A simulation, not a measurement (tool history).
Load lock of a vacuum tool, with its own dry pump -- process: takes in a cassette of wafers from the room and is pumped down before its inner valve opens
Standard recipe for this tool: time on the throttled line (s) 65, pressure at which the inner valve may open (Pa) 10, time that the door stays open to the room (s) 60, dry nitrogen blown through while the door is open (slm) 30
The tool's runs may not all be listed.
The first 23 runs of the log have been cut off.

| run | hour | time on the throttled line (s) | pressure at which the inner valve may open (Pa) | time that the door stays open to the room (s) | dry nitrogen blown through while the door is open (slm) | hours that the pump has run since its overhaul | times that the door has closed on its seal | incoming humidity of the room's air, % | time from the closed door until the inner valve may open (s) | rise of the pressure with all valves shut (Pa/min) |
|---|---|---|---|---|---|---|---|---|---|---|
| 24 | 2255.6 | 58 | 10 | 34 | 31 | 11639 | 14249 | 41.7 | 97 | 0.062 |
| 25 | 2329.3 | 57 | 10 | 34 | 37 | 11713 | 14395 | 43.1 | 95.6 | 0.06 |
| 26 | 2425.3 | 67 | 9 | 34 | 23 | 11809 | 14585 | 45.2 | 104.6 | 0.068 |
| 27 | 2510 | 128 | 7 | 163 | 30 | 11894 | 14753 | 46.6 | 159.6 | 0.091 |
| 28 | 2575 | 128 | 14 | 163 | 30 | 11959 | 14882 | 45.8 | 155.3 | 0.09 |
| 29 | 2644.4 | 56 | 8 | 60 | 9 | 12028 | 15019 | 45.2 | 95.9 | 0.099 |
| 30 | 2767.3 | 56 | 8 | 60 | 9 | 12151 | 15262 | 42.2 | 96.7 | 0.094 |
| 31 | 2883.8 | 65 | 10 | 27 | 25 | 12268 | 15493 | 44.3 | 103.8 | 0.069 |
| 32 | 2989.4 | 96 | 19 | 27 | 10 | 12373 | 15702 | 43.5 | 126 | 0.08 |
| 33 | 3100.3 | 49 | 12 | 66 | 41 | 12484 | 15922 | 45.3 | 88.8 | 0.073 |
| 34 | 3236.5 | 49 | 8 | 49 | 41 | 12620 | 16192 | 43.7 | 90.7 | 0.073 |
| 35 | 3343.5 | 91 | 16 | 60 | 30 | 12727 | 16404 | 46.7 | 123.7 | 0.077 |
| 36 | 3467.4 | 65 | 8 | 60 | 10 | 12851 | 16649 | 47.9 | 104.6 | 0.102 |
| 37 | 3595.8 | 89 | 8 | 118 | 5 | 12980 | 16904 | 46.6 | 124.3 | 0.137 |

Consider 4 possible next runs. They are alternatives, not a sequence: every one starts from the tool as it was left by run 37. What does each give?
| A | 3700 | 114 | 8 | 70 | 5 | 13084 | 17110 | 45.2 | ? | ? |
| B | 3700 | 65 | 10 | 60 | 33 | 13084 | 17110 | 45.3 | ? | ? |
| C | 3700 | 89 | 19 | 118 | 34 | 13084 | 17110 | 46.6 | ? | ? |
| D | 3700 | 89 | 8 | 27 | 5 | 13084 | 17110 | 45 | ? | ? |

| run | time from the closed door until the inner valve may open (s) | rise of the pressure with all valves shut (Pa/min) |
|---|---|---|
| A | 145.8 | 0.115 |
| B | 102.6 | 0.084 |
| C | 121.5 | 0.088 |
| D | 124.1 | 0.09 |
What these runs would have given with no unlogged condition in the tool:
| run | time from the closed door until the inner valve may open (s) | rise of the pressure with all valves shut (Pa/min) |
|---|---|---|
| A | 141.5 | 0.076 |
| B | 97.6 | 0.045 |
| C | 117.3 | 0.049 |
| D | 119.3 | 0.052 |
